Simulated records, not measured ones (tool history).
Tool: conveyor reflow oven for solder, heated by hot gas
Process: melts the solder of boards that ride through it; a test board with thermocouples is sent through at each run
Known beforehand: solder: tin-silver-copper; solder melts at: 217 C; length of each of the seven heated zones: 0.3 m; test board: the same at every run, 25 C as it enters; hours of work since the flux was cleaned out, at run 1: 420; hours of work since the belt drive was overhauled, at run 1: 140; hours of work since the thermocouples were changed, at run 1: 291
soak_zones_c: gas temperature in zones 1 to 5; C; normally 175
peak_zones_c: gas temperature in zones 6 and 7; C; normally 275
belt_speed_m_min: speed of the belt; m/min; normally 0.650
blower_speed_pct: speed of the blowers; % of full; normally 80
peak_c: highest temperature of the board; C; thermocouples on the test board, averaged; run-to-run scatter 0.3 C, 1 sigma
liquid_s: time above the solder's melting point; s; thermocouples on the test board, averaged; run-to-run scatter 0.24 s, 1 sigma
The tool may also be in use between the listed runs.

| run | hour | soak_zones_c | peak_zones_c | belt_speed_m_min | blower_speed_pct | hours of work since the flux was cleaned out | hours of work since the belt drive was overhauled | hours of work since the thermocouples were changed | peak_c | liquid_s |
|---|---|---|---|---|---|---|---|---|---|---|
| 1 | 0.0 | 175 | 275 | 0.650 | 80 | 420 | 140 | 291 | 259.0 | 44.4 |
| 2 | 46.7 | 175 | 275 | 0.650 | 80 | 446 | 166 | 317 | 258.8 | 44.8 |
| 3 | 80.4 | 175 | 275 | 0.650 | 80 | 464 | 185 | 336 | 258.7 | 44.5 |
|  | 102.3 | flux residue cleaned out of gas plates and filters |
| 4 | 144.4 | 175 | 275 | 0.650 | 70 | 23 | 218 | 369 | 259.3 | 44.8 |
| 5 | 182.5 | 173 | 275 | 0.650 | 80 | 44 | 239 | 390 | 261.1 | 45.7 |
| 6 | 220.4 | 173 | 275 | 0.618 | 80 | 66 | 260 | 411 | 262.6 | 49.0 |
| 7 | 248.4 | 182 | 275 | 0.618 | 80 | 81 | 275 | 426 | 265.1 | 51.9 |
| 8 | 275.6 | 182 | 275 | 0.618 | 80 | 96 | 291 | 441 | 264.3 | 51.7 |
| 9 | 337.6 | 188 | 275 | 0.618 | 80 | 130 | 325 | 476 | 265.2 | 53.5 |
| 10 | 382.8 | 175 | 275 | 0.728 | 80 | 156 | 350 | 501 | 257.8 | 39.3 |
| 11 | 431.5 | 175 | 275 | 0.728 | 80 | 183 | 377 | 528 | 257.5 | 39.0 |
| 12 | 460.6 | 175 | 275 | 0.728 | 80 | 199 | 393 | 544 | 257.2 | 39.1 |
| 13 | 513.7 | 175 | 275 | 0.650 | 80 | 228 | 423 | 573 | 260.8 | 45.9 |
| 14 | 566.2 | 175 | 275 | 0.650 | 80 | 257 | 452 | 603 | 261.5 | 45.7 |
| 15 | 599.0 | 175 | 270 | 0.650 | 80 | 275 | 470 | 621 | 256.1 | 44.6 |
| 16 | 637.2 | 175 | 270 | 0.650 | 80 | 297 | 491 | 642 | 256.1 | 43.7 |
| 17 | 684.0 | 175 | 270 | 0.650 | 80 | 323 | 517 | 668 | 256.4 | 43.3 |
| 18 | 710.7 | 178 | 275 | 0.706 | 84 | 337 | 532 | 683 | 259.0 | 42.5 |
| 19 | 760.7 | 175 | 276 | 0.650 | 70 | 365 | 560 | 710 | 258.6 | 44.5 |
| 20 | 819.6 | 175 | 276 | 0.650 | 70 | 398 | 592 | 743 | 258.6 | 45.0 |
| 21 | 864.6 | 183 | 275 | 0.599 | 85 | 423 | 617 | 768 | 264.5 | 54.3 |
| 22 | 909.4 | 183 | 275 | 0.599 | 85 | 448 | 642 | 793 | 265.4 | 54.3 |

Estimate the outcome of run 23 from the log above:
|  | 958.9 | flux residue cleaned out of gas plates and filters |
| 23 | 963.2 | 179 | 275 | 0.650 | 80 | 2 | 669 | 820 | ? | ? |

peak_c: 264.6 C
liquid_s: 49.2 s
With the hidden condition absent and the run-to-run variation left alone, this run would have shown peak_c 261.6 C, liquid_s 47.4 s.
